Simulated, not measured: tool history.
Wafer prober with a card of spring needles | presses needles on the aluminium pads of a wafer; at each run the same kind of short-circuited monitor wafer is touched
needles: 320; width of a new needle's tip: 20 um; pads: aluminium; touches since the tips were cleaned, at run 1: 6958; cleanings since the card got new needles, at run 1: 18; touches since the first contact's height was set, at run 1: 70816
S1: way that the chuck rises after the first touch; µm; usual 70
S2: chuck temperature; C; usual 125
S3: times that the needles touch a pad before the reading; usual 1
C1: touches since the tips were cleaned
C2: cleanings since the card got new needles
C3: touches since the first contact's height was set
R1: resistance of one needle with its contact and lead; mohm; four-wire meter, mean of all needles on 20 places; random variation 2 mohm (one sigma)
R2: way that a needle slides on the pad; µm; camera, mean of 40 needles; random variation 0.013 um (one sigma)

run,hour,S1,S2,S3,C1,C2,C3,R1,R2
1,0,70,125,1,6958,18,70816,283,10.82
# hour 1.5: tips cleaned on abrasive film
2,6,70,125,1,1945,19,73388,250,10.8
3,9.9,70,36,1,3672,19,75115,256,10.81
4,14.4,70,125,1,5639,19,77082,275,10.8
# hour 19.3: tips cleaned on abrasive film
5,20.7,70,68,1,609,20,79820,223,10.77
6,30.2,70,68,1,4765,20,83976,266,10.79
7,35.4,70,68,1,7048,20,86259,279,10.78
# hour 36.9: tips cleaned on abrasive film
8,40,70,68,1,1343,21,88237,233,10.78

Forecast run 9:
# hour 43.9: height of the first contact set anew
9,44.4,70,68,1,3160,21,232,?,?

{"run 9": {"R1": 248, "R2": 10.86}}
Without the tool's hidden state the same run would have given R1 206 mohm, R2 10.86 µm.

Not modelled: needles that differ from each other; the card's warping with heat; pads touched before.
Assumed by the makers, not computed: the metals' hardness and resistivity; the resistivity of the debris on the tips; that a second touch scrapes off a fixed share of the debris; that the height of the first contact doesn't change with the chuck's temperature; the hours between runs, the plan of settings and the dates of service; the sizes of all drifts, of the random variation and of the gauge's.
